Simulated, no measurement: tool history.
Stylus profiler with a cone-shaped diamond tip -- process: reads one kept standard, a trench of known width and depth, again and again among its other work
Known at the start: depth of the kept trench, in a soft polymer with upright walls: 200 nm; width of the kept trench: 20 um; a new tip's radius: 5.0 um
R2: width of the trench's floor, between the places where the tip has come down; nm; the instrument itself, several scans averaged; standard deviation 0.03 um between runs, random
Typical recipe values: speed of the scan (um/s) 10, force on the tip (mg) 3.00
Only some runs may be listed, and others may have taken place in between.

Run 1, hour 0.0: usual settings. Result: depth of the trench (nm) 201.73, R2 17080 nm.
Run 2, hour 13.2: usual settings. Result: depth of the trench (nm) 201.76, R2 17020 nm.
Run 3, hour 33.3: usual settings. Result: depth of the trench (nm) 201.76, R2 17040 nm.
Run 4, hour 59.0: usual settings. Result: depth of the trench (nm) 201.73, R2 17010 nm.
Run 5, hour 73.2: usual settings. Result: depth of the trench (nm) 201.67, R2 17020 nm.
Run 6, hour 99.8: usual settings but speed of the scan (um/s) 4. Result: depth of the trench (nm) 201.68, R2 17020 nm.
Run 7, hour 123.2: usual settings. Result: depth of the trench (nm) 201.68, R2 16970 nm.
Run 8, hour 136.7: usual settings. Result: depth of the trench (nm) 201.59, R2 16970 nm.
Run 9, hour 163.1: usual settings. Result: depth of the trench (nm) 201.57, R2 16960 nm.
Run 10, hour 186.4: usual settings. Result: depth of the trench (nm) 201.56, R2 16970 nm.
Run 11, hour 210.0: usual settings. Result: depth of the trench (nm) 201.59, R2 16950 nm.
Run 12, hour 223.6: usual settings. Result: depth of the trench (nm) 201.49, R2 16930 nm.
Run 13, hour 249.7: usual settings. Result: depth of the trench (nm) 201.58, R2 16940 nm.
Run 14, hour 261.9: usual settings but force on the tip (mg) 5.95. Result: depth of the trench (nm) 202.72, R2 16950 nm.
At hour 264.8: height scale calibrated on a step standard.
Run 15, hour 281.0: usual settings but speed of the scan (um/s) 4, force on the tip (mg) 5.54. Result: depth of the trench (nm) 202.33, R2 16900 nm.
Run 16, hour 304.8: usual settings but speed of the scan (um/s) 4, force on the tip (mg) 1.37. Result: depth of the trench (nm) 200.46, R2 16920 nm.
Run 17, hour 324.7: usual settings but speed of the scan (um/s) 4, force on the tip (mg) 1.37. Result: depth of the trench (nm) 200.48, R2 16910 nm.
Run 18, hour 341.5: usual settings but force on the tip (mg) 2.24. Result: depth of the trench (nm) 200.83, R2 16930 nm.
Run 19, hour 361.7: usual settings but force on the tip (mg) 5.74. Result: depth of the trench (nm) 202.23, R2 16890 nm.
Run 20, hour 383.8: usual settings but force on the tip (mg) 5.74. Result: depth of the trench (nm) 202.27, R2 16890 nm.
At hour 387.8: height scale calibrated on a step standard, once more.
Run 21, hour 402.1: usual settings but speed of the scan (um/s) 15, force on the tip (mg) 1.97. Result: depth of the trench (nm) 201.38, R2 16870 nm.
Run 22, hour 419.9: usual settings but force on the tip (mg) 4.44. Result: depth of the trench (nm) 202.38, R2 16920 nm.
Run 23, hour 445.8: usual settings but force on the tip (mg) 4.44. Result: depth of the trench (nm) 202.51, R2 16860 nm.
Run 24, hour 469.3: usual settings but speed of the scan (um/s) 31, force on the tip (mg) 1.78. Result: depth of the trench (nm) 201.18, R2 16730 nm.
Run 25, hour 484.4: usual settings but speed of the scan (um/s) 26, force on the tip (mg) 2.56. Result: depth of the trench (nm) 201.68, R2 16780 nm.
Run 26, hour 501.0: usual settings but force on the tip (mg) 3.71. Result: depth of the trench (nm) 202.12, R2 16780 nm.
Run 27, hour 516.0: usual settings but force on the tip (mg) 3.71. Result: depth of the trench (nm) 202.10, R2 16820 nm.
Run 28, hour 530.7: usual settings but speed of the scan (um/s) 5, force on the tip (mg) 2.38. Result: depth of the trench (nm) 201.56, R2 16810 nm.

Here are 4 independent what-if runs from the current tool condition. What would each one return?
Run A, hour 549.7: usual settings but speed of the scan (um/s) 20, force on the tip (mg) 8.65. Result: depth of the trench (nm) ?, R2 ?.
Run B, hour 549.7: usual settings but speed of the scan (um/s) 5, force on the tip (mg) 8.21. Result: depth of the trench (nm) ?, R2 ?.
Run C, hour 549.7: usual settings but speed of the scan (um/s) 6, force on the tip (mg) 1.74. Result: depth of the trench (nm) ?, R2 ?.
Run D, hour 549.7: usual settings but speed of the scan (um/s) 13, force on the tip (mg) 2.38. Result: depth of the trench (nm) ?, R2 ?.

run  depth of the trench (nm)     R2
  A                    203.80  16800
  B                    203.66  16810
  C                    201.20  16770
  D                    201.43  16810
Take away the tool's hidden state, keep each run's random variation, and the runs would have read:
run  depth of the trench (nm)     R2
  A                    204.03  17150
  B                    203.89  17160
  C                    201.43  17120
  D                    201.66  17160

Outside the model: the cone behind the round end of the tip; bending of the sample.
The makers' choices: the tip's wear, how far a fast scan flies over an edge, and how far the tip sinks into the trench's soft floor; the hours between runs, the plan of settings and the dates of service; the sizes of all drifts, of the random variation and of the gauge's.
